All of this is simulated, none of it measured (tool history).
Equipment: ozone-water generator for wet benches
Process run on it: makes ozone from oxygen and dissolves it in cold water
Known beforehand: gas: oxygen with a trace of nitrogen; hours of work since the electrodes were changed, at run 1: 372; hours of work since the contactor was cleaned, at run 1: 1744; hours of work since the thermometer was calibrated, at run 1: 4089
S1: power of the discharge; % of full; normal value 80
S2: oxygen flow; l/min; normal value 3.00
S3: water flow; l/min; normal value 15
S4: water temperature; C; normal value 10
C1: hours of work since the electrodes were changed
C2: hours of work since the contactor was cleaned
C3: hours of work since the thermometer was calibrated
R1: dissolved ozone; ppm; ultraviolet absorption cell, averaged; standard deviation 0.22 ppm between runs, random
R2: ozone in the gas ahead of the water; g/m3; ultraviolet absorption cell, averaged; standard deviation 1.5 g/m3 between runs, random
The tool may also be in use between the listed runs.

run	day	S1	S2	S3	S4	C1	C2	C3	R1	R2
1	0.000	80	3.00	15	10	372	1744	4089	32.4	280.1
2	3.504	80	2.08	15	10	429	1801	4145	29.4	334.5
3	5.908	80	3.00	15	10	467	1839	4184	31.8	282.2
4	8.725	80	3.00	17	10	513	1885	4229	28.6	279.9
5	11.496	80	3.00	17	10	557	1929	4274	28.9	281.0
6	13.821	80	3.00	15	7	595	1967	4311	33.1	283.6
7	18.096	80	3.00	15	7	664	2035	4380	32.8	282.1
8	21.117	80	3.00	15	7	712	2084	4429	32.5	277.4
9	24.733	80	3.00	15	7	770	2142	4487	32.6	280.4
10	27.954	80	3.00	15	7	822	2194	4539	33.1	277.4
11	31.929	80	3.00	15	7	886	2258	4603	32.9	279.1
# day 34.196: water thermometer calibrated
12	36.038	80	3.00	15	7	952	2324	30	33.1	280.0
13	39.512	90	3.00	15	7	1008	2380	86	37.1	311.1
14	42.679	80	3.94	15	10	1059	2431	136	33.7	246.6
15	46.312	89	3.00	15	10	1117	2489	195	35.1	309.1
16	49.075	89	3.00	15	10	1162	2534	239	35.2	310.6
17	51.271	89	3.00	15	10	1197	2569	275	35.4	305.5
18	55.271	80	2.01	15	10	1261	2633	339	28.7	339.8
19	58.954	41	2.48	11	17	1321	2693	398	20.4	170.2
20	61.817	49	1.64	11	10	1367	2739	444	23.1	242.7
21	64.512	55	3.00	18	10	1410	2782	488	20.0	199.9

Expected results for the next run?
22	66.450	55	3.00	18	10	1441	2813	519	?	?

Run 22 produced R1 19.8 ppm, R2 203.3 g/m3.
With the hidden condition absent and the run-to-run variation left alone, this run would have shown R1 19.8 ppm, R2 203.4 g/m3.
